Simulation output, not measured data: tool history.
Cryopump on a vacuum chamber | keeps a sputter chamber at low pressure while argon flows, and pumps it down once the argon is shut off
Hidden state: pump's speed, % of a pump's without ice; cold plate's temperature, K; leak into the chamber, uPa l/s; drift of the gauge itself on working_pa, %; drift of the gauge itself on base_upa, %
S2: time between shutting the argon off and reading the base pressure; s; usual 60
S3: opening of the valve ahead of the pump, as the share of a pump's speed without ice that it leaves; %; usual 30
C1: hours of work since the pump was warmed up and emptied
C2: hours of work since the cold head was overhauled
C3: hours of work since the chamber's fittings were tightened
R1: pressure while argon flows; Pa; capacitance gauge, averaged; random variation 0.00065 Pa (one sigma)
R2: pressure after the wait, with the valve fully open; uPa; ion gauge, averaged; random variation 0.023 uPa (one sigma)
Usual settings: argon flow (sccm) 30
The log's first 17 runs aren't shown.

Run 18, hour 602.4: usual settings; C1 346; C2 1370; C3 2602. Result: R1 0.1064 Pa, R2 1.71 uPa.
Run 19, hour 628.3: usual settings; C1 367; C2 1392; C3 2623. Result: R1 0.1063 Pa, R2 1.74 uPa.
Run 20, hour 664.8: usual settings but argon flow (sccm) 18, S2 79 s, S3 39 %; C1 398; C2 1422; C3 2654. Result: R1 0.0496 Pa, R2 1.61 uPa.
Run 21, hour 712.3: usual settings but argon flow (sccm) 49, S2 38 s, S3 31 %; C1 437; C2 1461; C3 2693. Result: R1 0.1697 Pa, R2 2.09 uPa.
Run 22, hour 760.0: usual settings but argon flow (sccm) 17, S2 45 s, S3 26 %; C1 476; C2 1501; C3 2733. Result: R1 0.0707 Pa, R2 2.05 uPa.
Run 23, hour 801.4: usual settings but argon flow (sccm) 29, S2 62 s, S3 20 %; C1 511; C2 1535; C3 2767. Result: R1 0.1545 Pa, R2 1.76 uPa.
Run 24, hour 832.3: usual settings but argon flow (sccm) 29, S2 62 s, S3 20 %; C1 536; C2 1561; C3 2792. Result: R1 0.1569 Pa, R2 1.84 uPa.
Run 25, hour 869.0: usual settings but argon flow (sccm) 15, S2 83 s, S3 46 %; C1 567; C2 1591; C3 2823. Result: R1 0.0370 Pa, R2 1.75 uPa.
Run 26, hour 912.4: usual settings but argon flow (sccm) 24, S2 83 s, S3 38 %; C1 603; C2 1627; C3 2859. Result: R1 0.0703 Pa, R2 1.82 uPa.
Run 27, hour 937.2: usual settings but argon flow (sccm) 35, S2 47 s, S3 24 %; C1 623; C2 1647; C3 2879. Result: R1 0.1607 Pa, R2 2.02 uPa.
Run 28, hour 963.2: usual settings but argon flow (sccm) 21, S2 139 s; C1 645; C2 1669; C3 2901. Result: R1 0.0774 Pa, R2 1.67 uPa.
Run 29, hour 988.1: usual settings but argon flow (sccm) 21, S2 139 s; C1 665; C2 1690; C3 2921. Result: R1 0.0757 Pa, R2 1.60 uPa.
Run 30, hour 1015.1: usual settings but argon flow (sccm) 21, S2 139 s; C1 688; C2 1712; C3 2944. Result: R1 0.0779 Pa, R2 1.66 uPa.
Run 31, hour 1056.4: usual settings but S2 113 s, S3 31 %; C1 722; C2 1746; C3 2978. Result: R1 0.1072 Pa, R2 1.78 uPa.
Run 32, hour 1088.0: usual settings but S3 41 %; C1 748; C2 1772; C3 3004. Result: R1 0.0827 Pa, R2 2.05 uPa.
Run 33, hour 1119.7: usual settings but argon flow (sccm) 54, S2 68 s, S3 19 %; C1 774; C2 1799; C3 3030. Result: R1 0.3102 Pa, R2 2.03 uPa.

4 ways to go on from here, each from the tool as it stands after run 33. What would each give?
At hour 1135.8: leaking fittings of the chamber tightened, without venting.
Run A, hour 1163.3: usual settings but argon flow (sccm) 38, S3 54 %; C1 809; C2 1833; C3 23. Result: R1 ?, R2 ?.
At hour 1135.8: leaking fittings of the chamber tightened, without venting.
Run B, hour 1163.3: usual settings but S2 72 s; C1 809; C2 1833; C3 23. Result: R1 ?, R2 ?.
At hour 1135.8: leaking fittings of the chamber tightened, without venting.
Run C, hour 1163.3: usual settings but S2 76 s; C1 809; C2 1833; C3 23. Result: R1 ?, R2 ?.
At hour 1135.8: leaking fittings of the chamber tightened, without venting.
Run D, hour 1163.3: usual settings but argon flow (sccm) 24, S2 76 s, S3 19 %; C1 809; C2 1833; C3 23. Result: R1 ?, R2 ?.

run      R1    R2
  A  0.0822  0.83
  B  0.1110  0.72
  C  0.1111  0.73
  D  0.1374  0.72
Without the tool's hidden state the same runs would have given:
run      R1    R2
  A  0.0729  0.74
  B  0.1037  0.63
  C  0.1038  0.64
  D  0.1315  0.63

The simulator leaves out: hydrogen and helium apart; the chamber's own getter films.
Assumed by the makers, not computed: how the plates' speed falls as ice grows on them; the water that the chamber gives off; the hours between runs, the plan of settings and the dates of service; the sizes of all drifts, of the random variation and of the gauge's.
